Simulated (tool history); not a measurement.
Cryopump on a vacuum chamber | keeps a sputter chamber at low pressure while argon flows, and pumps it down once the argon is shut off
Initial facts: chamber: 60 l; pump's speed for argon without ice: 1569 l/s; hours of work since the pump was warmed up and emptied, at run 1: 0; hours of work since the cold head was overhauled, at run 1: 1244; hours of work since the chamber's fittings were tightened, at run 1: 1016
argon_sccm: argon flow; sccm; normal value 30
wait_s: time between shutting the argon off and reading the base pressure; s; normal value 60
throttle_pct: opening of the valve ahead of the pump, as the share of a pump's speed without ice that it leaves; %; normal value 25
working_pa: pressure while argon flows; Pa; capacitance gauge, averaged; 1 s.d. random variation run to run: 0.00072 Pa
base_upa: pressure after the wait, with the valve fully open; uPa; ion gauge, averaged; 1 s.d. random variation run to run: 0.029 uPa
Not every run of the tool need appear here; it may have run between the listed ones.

run	hour	argon_sccm	wait_s	throttle_pct	hours of work since the pump was warmed up and emptied	hours of work since the cold head was overhauled	hours of work since the chamber's fittings were tightened	working_pa	base_upa
1	0.0	30	60	25	0	1244	1016	0.1295	1.65
2	95.6	30	60	25	45	1289	1061	0.1319	1.67
3	189.0	30	60	25	89	1334	1105	0.1314	1.74
4	267.0	30	60	53	126	1370	1142	0.0653	1.68
5	344.7	30	60	53	163	1407	1179	0.0668	1.68
6	391.4	30	49	25	185	1429	1201	0.1360	2.02
7	481.7	30	49	25	227	1472	1243	0.1381	2.06
8	572.1	30	49	25	270	1514	1286	0.1395	2.17
9	651.2	30	49	25	307	1552	1323	0.1410	2.18
10	731.5	30	49	25	345	1590	1361	0.1442	2.19
# hour 828.5: pump warmed up, emptied and cooled again
11	847.5	30	49	25	9	1642	1414	0.1302	2.02
12	944.9	30	49	25	55	1688	1460	0.1322	2.03
13	1001.2	30	49	46	82	1715	1486	0.0735	2.05
14	1097.2	30	60	25	127	1760	1531	0.1347	1.83
15	1171.1	30	78	25	162	1795	1566	0.1353	1.53
16	1263.4	30	78	25	205	1838	1610	0.1371	1.65
17	1340.9	30	78	25	242	1875	1646	0.1400	1.55
18	1413.0	30	78	25	276	1909	1681	0.1410	1.67
19	1521.3	30	244	25	327	1960	1732	0.1428	1.04
20	1586.3	27	122	49	358	1991	1762	0.0731	1.41
# hour 1654.4: pump warmed up, emptied and cooled again
21	1697.1	30	49	25	20	2041	1812	0.1311	2.16

Run 22 comes next. What will it give?
22	1792.9	30	60	47	65	2086	1857	?	?

working_pa: 0.0725 Pa
base_upa: 1.85 uPa
The same run, on a tool lacking any hidden state, would have yielded working_pa 0.0698 Pa, base_upa 1.43 uPa.
